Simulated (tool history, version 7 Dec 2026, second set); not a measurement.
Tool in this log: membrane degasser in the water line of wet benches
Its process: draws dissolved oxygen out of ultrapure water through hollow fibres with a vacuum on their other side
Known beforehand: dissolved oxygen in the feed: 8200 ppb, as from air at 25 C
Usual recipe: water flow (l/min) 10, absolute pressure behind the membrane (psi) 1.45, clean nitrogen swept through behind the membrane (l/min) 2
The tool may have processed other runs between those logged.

run    hour  water flow (l/min)  absolute pressure behind the membrane (psi)  clean nitrogen swept through behind the membrane (l/min)  dissolved oxygen in the water behind the degasser (ppb)  pressure that the water loses in the fibres (psi)
  1       0                  10                                         1.45                                                         2                                                     83.4                                              7.761
  2     173                  10                                         1.45                                                         2                                                     84.7                                              7.842
  3   326.2                  10                                         1.45                                                         2                                                     85.4                                              7.829
  4     461                  10                                         1.45                                                         2                                                     86.1                                              7.812
  5   743.7                  10                                         0.94                                                         2                                                     42.8                                              7.854
  6    1058                  10                                         0.94                                                         2                                                     43.3                                              7.897
  7  1267.5                  10                                         1.45                                                         2                                                     84.9                                              7.884
  8  1523.4                  10                                         1.45                                                         2                                                     87.6                                              7.887
  9    1759                  10                                         1.45                                                         2                                                     87.1                                              7.944
 10  1936.1                  10                                         1.45                                                         2                                                     87.3                                              7.918
     1961.6  -- vacuum gauge calibrated
 11  2159.4                  10                                         1.45                                                         2                                                     87.3                                              7.936
 12  2352.5                  10                                         1.45                                                         2                                                     89.2                                              7.935

Run 13, settings as shown, results not yet in. Your forecast:
 13  2614.7                  10                                         1.45                                                         2                                                        ?                                                  ?

{"run 13": {"dissolved oxygen in the water behind the degasser (ppb)": 87.6, "pressure that the water loses in the fibres (psi)": 7.868}}
On a tool with no hidden condition, and with the same random variation, this run would have come out at dissolved oxygen in the water behind the degasser (ppb) 84.2, pressure that the water loses in the fibres (psi) 7.546.
